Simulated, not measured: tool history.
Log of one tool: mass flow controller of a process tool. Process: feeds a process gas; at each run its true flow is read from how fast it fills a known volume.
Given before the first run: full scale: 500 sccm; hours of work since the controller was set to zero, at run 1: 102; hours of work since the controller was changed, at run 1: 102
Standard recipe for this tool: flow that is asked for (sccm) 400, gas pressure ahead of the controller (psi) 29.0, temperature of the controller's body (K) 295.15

run,hour,flow that is asked for (sccm),gas pressure ahead of the controller (psi),temperature of the controller's body (K),hours of work since the controller was set to zero,hours of work since the controller was changed,true flow (%)
1,0.0,400,29.0,295.15,102,102,99.77
2,66.1,400,29.0,295.15,142,142,99.84
3,146.7,400,29.0,295.15,191,191,100.03
4,211.8,400,29.0,295.15,231,231,99.98
5,284.0,400,29.0,295.15,275,275,99.90
6,386.2,400,29.0,309.15,337,337,99.48
7,481.7,400,29.0,309.15,395,395,99.34
8,547.6,400,29.0,295.15,435,435,100.30
9,625.6,400,29.0,295.15,482,482,100.22
10,680.8,400,37.6,295.15,516,516,99.72
11,760.9,62,37.6,295.15,564,564,98.58
12,807.4,452,20.6,296.15,592,592,100.97
13,889.0,154,20.6,296.15,642,642,99.93
# hour 906.2: gauge calibrated
14,933.9,99,29.0,312.15,669,669,97.80
15,993.1,99,29.0,312.15,705,705,97.82
16,1043.3,99,29.0,312.15,736,736,98.03
17,1092.4,99,29.0,312.15,765,765,98.01
18,1139.2,99,29.0,312.15,794,794,97.98
19,1219.7,99,29.0,312.15,843,843,98.03
20,1274.1,99,29.0,312.15,876,876,98.13

Each run again, without the hidden state but with its own random variation kept:
Hidden state at play: flow at rest that the sensor doesn't see, % of full scale; true flow over the shown one, %; drift of the gauge itself on true_pct, %.
run,true flow (%)
1,99.77
2,99.80
3,99.93
4,99.83
5,99.70
6,99.22
7,99.01
8,99.93
9,99.80
10,99.26
11,98.06
12,100.42
13,99.33
14,97.78
15,97.76
16,97.94
17,97.88
18,97.82
19,97.82
20,97.88
